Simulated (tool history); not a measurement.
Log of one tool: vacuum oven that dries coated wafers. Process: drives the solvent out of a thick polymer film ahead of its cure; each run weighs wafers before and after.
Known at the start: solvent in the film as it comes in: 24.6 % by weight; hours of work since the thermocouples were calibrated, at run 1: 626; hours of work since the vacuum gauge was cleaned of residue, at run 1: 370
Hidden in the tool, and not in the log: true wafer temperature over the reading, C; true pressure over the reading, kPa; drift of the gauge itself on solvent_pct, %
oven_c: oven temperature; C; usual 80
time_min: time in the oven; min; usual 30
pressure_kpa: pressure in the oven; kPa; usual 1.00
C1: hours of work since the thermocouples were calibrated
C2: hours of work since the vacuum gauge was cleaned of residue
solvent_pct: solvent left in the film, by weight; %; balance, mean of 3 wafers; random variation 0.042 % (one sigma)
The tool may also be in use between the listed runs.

Run 1, hour 0.0: usual settings; C1 626; C2 370. Result: solvent_pct 1.97 %.
Run 2, hour 19.8: usual settings; C1 638; C2 383. Result: solvent_pct 2.04 %.
Run 3, hour 42.2: usual settings; C1 653; C2 397. Result: solvent_pct 1.98 %.
Run 4, hour 72.2: usual settings; C1 672; C2 416. Result: solvent_pct 2.03 %.
Run 5, hour 98.2: usual settings; C1 688; C2 432. Result: solvent_pct 2.02 %.
Run 6, hour 122.3: usual settings but time_min 36 min; C1 703; C2 448. Result: solvent_pct 1.48 %.
At hour 133.6: oven's thermocouples calibrated.
Run 7, hour 143.3: usual settings but time_min 36 min; C1 6; C2 460. Result: solvent_pct 1.18 %.
Run 8, hour 171.0: usual settings but time_min 36 min; C1 24; C2 477. Result: solvent_pct 1.26 %.
Run 9, hour 190.4: usual settings but time_min 36 min; C1 36; C2 490. Result: solvent_pct 1.22 %.
Run 10, hour 216.2: usual settings but time_min 36 min; C1 52; C2 506. Result: solvent_pct 1.19 %.
Run 11, hour 237.0: usual settings but pressure_kpa 0.78 kPa; C1 66; C2 519. Result: solvent_pct 1.64 %.
Run 12, hour 262.0: usual settings; C1 82; C2 535. Result: solvent_pct 1.75 %.
Run 13, hour 280.2: usual settings; C1 93; C2 547. Result: solvent_pct 1.77 %.
Run 14, hour 311.6: usual settings; C1 113; C2 567. Result: solvent_pct 1.70 %.
Run 15, hour 329.1: usual settings; C1 124; C2 578. Result: solvent_pct 1.66 %.
Run 16, hour 360.0: usual settings; C1 144; C2 597. Result: solvent_pct 1.75 %.
Run 17, hour 379.0: usual settings; C1 156; C2 609. Result: solvent_pct 1.73 %.
Run 18, hour 411.2: usual settings but pressure_kpa 3.58 kPa; C1 176; C2 630. Result: solvent_pct 3.00 %.
Run 19, hour 444.2: usual settings but pressure_kpa 3.58 kPa; C1 197; C2 651. Result: solvent_pct 2.97 %.
Run 20, hour 476.2: usual settings but pressure_kpa 3.58 kPa; C1 217; C2 671. Result: solvent_pct 3.05 %.
Run 21, hour 499.6: usual settings but pressure_kpa 3.58 kPa; C1 232; C2 686. Result: solvent_pct 3.00 %.
Run 22, hour 529.0: usual settings but oven_c 78 C, pressure_kpa 3.58 kPa; C1 251; C2 705. Result: solvent_pct 3.59 %.
Run 23, hour 548.5: usual settings but oven_c 81 C, pressure_kpa 3.58 kPa; C1 263; C2 717. Result: solvent_pct 2.68 %.
Run 24, hour 568.3: usual settings but oven_c 81 C, pressure_kpa 3.58 kPa; C1 276; C2 730. Result: solvent_pct 2.68 %.
Run 25, hour 585.3: usual settings but oven_c 94 C, pressure_kpa 3.58 kPa; C1 287; C2 740. Result: solvent_pct 1.15 %.
Run 26, hour 599.2: usual settings but oven_c 83 C, time_min 50 min, pressure_kpa 1.16 kPa; C1 296; C2 749. Result: solvent_pct 0.66 %.
Run 27, hour 614.3: usual settings but oven_c 81 C, time_min 38 min, pressure_kpa 0.94 kPa; C1 305; C2 759. Result: solvent_pct 0.99 %.
Run 28, hour 647.5: usual settings but oven_c 72 C, time_min 23 min, pressure_kpa 2.96 kPa; C1 326; C2 780. Result: solvent_pct 7.58 %.
Run 29, hour 670.1: usual settings but oven_c 71 C, time_min 22 min; C1 341; C2 794. Result: solvent_pct 7.47 %.
At hour 673.9: vacuum gauge cleaned of residue and calibrated.
Run 30, hour 701.8: usual settings but oven_c 71 C, time_min 22 min; C1 360; C2 18. Result: solvent_pct 7.36 %.
Run 31, hour 730.9: usual settings but oven_c 71 C, time_min 47 min; C1 378; C2 36. Result: solvent_pct 2.82 %.
Run 32, hour 760.2: usual settings but oven_c 71 C, time_min 47 min; C1 397; C2 55. Result: solvent_pct 2.77 %.
Run 33, hour 787.0: usual settings but oven_c 71 C, time_min 47 min; C1 414; C2 72. Result: solvent_pct 2.75 %.
Run 34, hour 811.0: usual settings but oven_c 86 C, pressure_kpa 2.10 kPa; C1 429; C2 87. Result: solvent_pct 1.21 %.
At hour 827.1: vacuum gauge cleaned of residue and calibrated, once more.
Run 35, hour 834.5: usual settings but oven_c 86 C, pressure_kpa 2.10 kPa; C1 443; C2 5. Result: solvent_pct 1.19 %.
Run 36, hour 852.3: usual settings but oven_c 86 C, pressure_kpa 2.10 kPa; C1 454; C2 16. Result: solvent_pct 1.15 %.
Run 37, hour 869.6: usual settings but oven_c 86 C, pressure_kpa 2.10 kPa; C1 465; C2 27. Result: solvent_pct 1.14 %.
Run 38, hour 888.6: usual settings but oven_c 85 C, time_min 49 min, pressure_kpa 0.65 kPa; C1 477; C2 39. Result: solvent_pct 0.28 %.
Run 39, hour 916.5: usual settings but oven_c 85 C, time_min 17 min, pressure_kpa 1.77 kPa; C1 495; C2 57. Result: solvent_pct 3.13 %.
Run 40, hour 937.8: usual settings but oven_c 94 C, time_min 20 min; C1 509; C2 70. Result: solvent_pct 0.53 %.
Run 41, hour 957.6: usual settings but oven_c 68 C, time_min 20 min; C1 521; C2 83. Result: solvent_pct 9.82 %.
Run 42, hour 980.9: usual settings but oven_c 68 C, time_min 20 min; C1 536; C2 98. Result: solvent_pct 9.84 %.
Run 43, hour 1000.7: usual settings but time_min 15 min, pressure_kpa 1.24 kPa; C1 548; C2 110. Result: solvent_pct 5.80 %.
Run 44, hour 1030.0: usual settings but time_min 18 min, pressure_kpa 0.97 kPa; C1 567; C2 129. Result: solvent_pct 4.51 %.
Run 45, hour 1049.7: usual settings but time_min 18 min, pressure_kpa 1.50 kPa; C1 580; C2 141. Result: solvent_pct 4.86 %.

Hidden state at the last listed run before each entry between runs and at the first one after, where it differs:
Between runs 6 and 7: oven's thermocouples calibrated (hour 133.6)
  true wafer temperature over the reading, C: -1.32 -> 0.01; true pressure over the reading, kPa: 0.031 -> 0.033
  measured less the result without the state, solvent_pct: +0.27 -> +0.01 %
Between runs 29 and 30: vacuum gauge cleaned of residue and calibrated (hour 673.9)
  true wafer temperature over the reading, C: -0.53 -> -0.56; true pressure over the reading, kPa: 0.076 -> 0.121
  measured less the result without the state, solvent_pct: +0.32 -> +0.35 %
Between runs 34 and 35: vacuum gauge cleaned of residue and calibrated, once more (hour 827.1)
  true wafer temperature over the reading, C: -0.67 -> -0.7; true pressure over the reading, kPa: 0.13 -> 0.011
  measured less the result without the state, solvent_pct: +0.13 -> +0.08 %

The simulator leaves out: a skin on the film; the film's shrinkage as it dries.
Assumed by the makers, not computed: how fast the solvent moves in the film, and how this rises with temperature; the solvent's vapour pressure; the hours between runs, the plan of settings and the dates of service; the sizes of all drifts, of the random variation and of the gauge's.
